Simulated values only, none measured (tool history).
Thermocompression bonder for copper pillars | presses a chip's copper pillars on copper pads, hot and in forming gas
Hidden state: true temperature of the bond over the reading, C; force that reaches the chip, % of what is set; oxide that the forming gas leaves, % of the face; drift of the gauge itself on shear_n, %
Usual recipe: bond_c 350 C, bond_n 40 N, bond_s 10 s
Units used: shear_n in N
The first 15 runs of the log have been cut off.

| run | day | bond_c | bond_n | bond_s | hours of work since the heater was calibrated | hours of work since the force cell was calibrated | hours of work since the gas filter was changed | shear_n |
|---|---|---|---|---|---|---|---|---|
| 16 | 9.888 | 329 | 40 | 10 | 942 | 469 | 430 | 56.9 |
| 17 | 10.638 | 320 | 33 | 10 | 952 | 479 | 440 | 47.0 |
|  | 10.925 | forming gas filter changed |
| 18 | 11.475 | 320 | 33 | 10 | 963 | 490 | 7 | 48.4 |
| 19 | 12.221 | 320 | 33 | 10 | 974 | 501 | 18 | 48.8 |
| 20 | 12.650 | 350 | 27 | 10 | 979 | 506 | 23 | 56.5 |
| 21 | 13.500 | 364 | 45 | 9 | 991 | 518 | 35 | 78.1 |
| 22 | 14.288 | 364 | 45 | 17 | 1002 | 529 | 46 | 92.2 |
| 23 | 14.883 | 350 | 40 | 25 | 1010 | 537 | 54 | 89.5 |
| 24 | 15.675 | 333 | 59 | 28 | 1020 | 547 | 65 | 96.3 |
| 25 | 16.467 | 353 | 40 | 28 | 1031 | 558 | 75 | 93.8 |
| 26 | 16.912 | 351 | 40 | 10 | 1037 | 564 | 81 | 68.7 |
| 27 | 17.712 | 347 | 40 | 10 | 1048 | 575 | 92 | 66.0 |
| 28 | 18.575 | 366 | 40 | 10 | 1060 | 587 | 104 | 75.0 |
| 29 | 19.075 | 326 | 59 | 6 | 1067 | 594 | 111 | 58.0 |
| 30 | 19.479 | 357 | 40 | 10 | 1072 | 599 | 116 | 71.4 |

Forecast each of these 3 alternatives for the next run:
| A | 20.033 | 350 | 40 | 8 | 1080 | 607 | 124 | ? |
| B | 20.033 | 327 | 27 | 10 | 1080 | 607 | 124 | ? |
| C | 20.033 | 338 | 40 | 10 | 1080 | 607 | 124 | ? |

| run | shear_n |
|---|---|
| A | 62.9 |
| B | 45.3 |
| C | 61.4 |
Take away the tool's hidden state, keep each run's random variation, and the runs would have read:
| run | shear_n |
|---|---|
| A | 67.0 |
| B | 48.9 |
| C | 65.6 |
